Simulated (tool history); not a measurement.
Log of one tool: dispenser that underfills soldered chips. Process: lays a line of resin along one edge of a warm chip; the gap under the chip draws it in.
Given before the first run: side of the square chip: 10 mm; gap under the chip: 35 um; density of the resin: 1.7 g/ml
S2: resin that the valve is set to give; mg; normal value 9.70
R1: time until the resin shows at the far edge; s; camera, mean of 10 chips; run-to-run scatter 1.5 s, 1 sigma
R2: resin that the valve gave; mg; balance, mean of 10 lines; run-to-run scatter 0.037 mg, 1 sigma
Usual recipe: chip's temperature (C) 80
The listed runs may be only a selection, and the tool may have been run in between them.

run 1 hour=0.0 | chip's_temperature_(C)=80 S2=9.70 | R1=166.2 R2=9.32
run 2 hour=8.2 | chip's_temperature_(C)=80 S2=9.70 | R1=249.4 R2=9.31
-- hour=10.2 new syringe of resin
run 3 hour=14.2 | chip's_temperature_(C)=80 S2=9.70 | R1=195.4 R2=9.25
-- hour=21.2 new syringe of resin
run 4 hour=24.8 | chip's_temperature_(C)=80 S2=9.70 | R1=194.6 R2=9.22
-- hour=32.6 new syringe of resin
run 5 hour=34.6 | chip's_temperature_(C)=80 S2=9.70 | R1=176.2 R2=9.22
-- hour=37.0 dispensing valve cleaned and set on the balance
run 6 hour=43.0 | chip's_temperature_(C)=80 S2=9.70 | R1=253.1 R2=9.68
-- hour=45.0 new syringe of resin
run 7 hour=53.6 | chip's_temperature_(C)=80 S2=11.14 | R1=234.9 R2=11.09
-- hour=56.4 new syringe of resin
run 8 hour=63.4 | chip's_temperature_(C)=80 S2=9.70 | R1=216.7 R2=9.64
-- hour=67.8 new syringe of resin
run 9 hour=71.3 | chip's_temperature_(C)=80 S2=9.70 | R1=191.5 R2=9.60
-- hour=77.0 stage's temperature calibrated
-- hour=79.9 new syringe of resin
run 10 hour=80.2 | chip's_temperature_(C)=80 S2=9.70 | R1=151.0 R2=9.54
run 11 hour=86.2 | chip's_temperature_(C)=80 S2=9.70 | R1=199.6 R2=9.60
-- hour=91.0 new syringe of resin
run 12 hour=97.3 | chip's_temperature_(C)=80 S2=9.70 | R1=199.5 R2=9.48
-- hour=102.4 new syringe of resin
run 13 hour=104.5 | chip's_temperature_(C)=80 S2=9.70 | R1=169.1 R2=9.46
run 14 hour=109.3 | chip's_temperature_(C)=80 S2=9.70 | R1=204.4 R2=9.43
-- hour=114.0 new syringe of resin
run 15 hour=115.9 | chip's_temperature_(C)=80 S2=9.70 | R1=168.1 R2=9.38
-- hour=124.9 new syringe of resin
run 16 hour=126.8 | chip's_temperature_(C)=86 S2=9.70 | R1=133.7 R2=9.35
run 17 hour=135.4 | chip's_temperature_(C)=86 S2=9.70 | R1=196.3 R2=9.31
-- hour=136.6 new syringe of resin
run 18 hour=141.3 | chip's_temperature_(C)=81 S2=9.80 | R1=180.0 R2=9.38
-- hour=147.9 new syringe of resin
run 19 hour=152.4 | chip's_temperature_(C)=92 S2=8.92 | R1=124.5 R2=8.48

Forecast run 20:
-- hour=159.5 new syringe of resin
run 20 hour=160.0 | chip's_temperature_(C)=77 S2=8.33 | R1=? R2=?

R1: 175.5 s
R2: 7.88 mg
With the hidden condition absent and the run-to-run variation left alone, this run would have shown R1 170.2 s, R2 8.30 mg.
